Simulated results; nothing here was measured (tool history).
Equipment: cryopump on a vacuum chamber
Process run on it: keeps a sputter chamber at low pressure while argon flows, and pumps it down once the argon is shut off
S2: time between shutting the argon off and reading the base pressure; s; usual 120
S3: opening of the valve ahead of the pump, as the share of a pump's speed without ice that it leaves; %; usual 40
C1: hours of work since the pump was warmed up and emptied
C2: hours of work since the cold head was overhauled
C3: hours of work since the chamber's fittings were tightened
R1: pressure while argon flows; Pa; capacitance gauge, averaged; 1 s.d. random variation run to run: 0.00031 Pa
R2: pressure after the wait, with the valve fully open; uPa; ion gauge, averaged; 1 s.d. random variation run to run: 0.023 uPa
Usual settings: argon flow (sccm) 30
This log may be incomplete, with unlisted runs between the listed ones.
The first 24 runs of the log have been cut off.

{"run": 25, "hour": 378.3, "argon flow (sccm)": 24, "S2": 52, "S3": 44, "C1": 627, "C2": 627, "C3": 1575, "R1": 0.0466, "R2": 2.07}
{"run": 26, "hour": 387.5, "argon flow (sccm)": 24, "S2": 52, "S3": 44, "C1": 635, "C2": 635, "C3": 1582, "R1": 0.0472, "R2": 2.07}
{"run": 27, "hour": 404.8, "argon flow (sccm)": 45, "S2": 52, "S3": 44, "C1": 650, "C2": 650, "C3": 1597, "R1": 0.0882, "R2": 2.1}
{"run": 28, "hour": 422.3, "argon flow (sccm)": 13, "S2": 201, "S3": 58, "C1": 664, "C2": 664, "C3": 1611, "R1": 0.0196, "R2": 1.06}
{"run": 29, "hour": 436.7, "argon flow (sccm)": 22, "S2": 104, "S3": 22, "C1": 676, "C2": 676, "C3": 1623, "R1": 0.0843, "R2": 1.4}
{"run": 30, "hour": 455.3, "argon flow (sccm)": 45, "S2": 104, "S3": 22, "C1": 692, "C2": 692, "C3": 1639, "R1": 0.1728, "R2": 1.47}
{"run": 31, "hour": 475.6, "argon flow (sccm)": 45, "S2": 104, "S3": 22, "C1": 709, "C2": 709, "C3": 1656, "R1": 0.172, "R2": 1.46}
{"run": 32, "hour": 485.2, "argon flow (sccm)": 43, "S2": 104, "S3": 51, "C1": 717, "C2": 717, "C3": 1664, "R1": 0.0739, "R2": 1.49}
{"run": 33, "hour": 498.8, "argon flow (sccm)": 22, "S2": 120, "S3": 40, "C1": 728, "C2": 728, "C3": 1676, "R1": 0.0469, "R2": 1.41}
{"run": 34, "hour": 508.9, "argon flow (sccm)": 34, "S2": 41, "S3": 40, "C1": 737, "C2": 737, "C3": 1684, "R1": 0.0731, "R2": 2.45}

3 options for the next run, each taken on its own from the tool as it stands now. Forecast them:
{"run": "A", "hour": 526.2, "argon flow (sccm)": 34, "S2": 195, "S3": 57, "C1": 751, "C2": 751, "C3": 1698, "R1": "?", "R2": "?"}
{"run": "B", "hour": 526.2, "argon flow (sccm)": 13, "S2": 41, "S3": 40, "C1": 751, "C2": 751, "C3": 1698, "R1": "?", "R2": "?"}
{"run": "C", "hour": 526.2, "argon flow (sccm)": 44, "S2": 120, "S3": 19, "C1": 751, "C2": 751, "C3": 1698, "R1": "?", "R2": "?"}

run=A R1=0.0520 R2=1.15
run=B R1=0.0280 R2=2.40
run=C R1=0.1949 R2=1.39
With no hidden state in the tool, these same runs would have given:
run=A R1=0.0488 R2=0.49
run=B R1=0.0268 R2=1.75
run=C R1=0.1907 R2=0.72
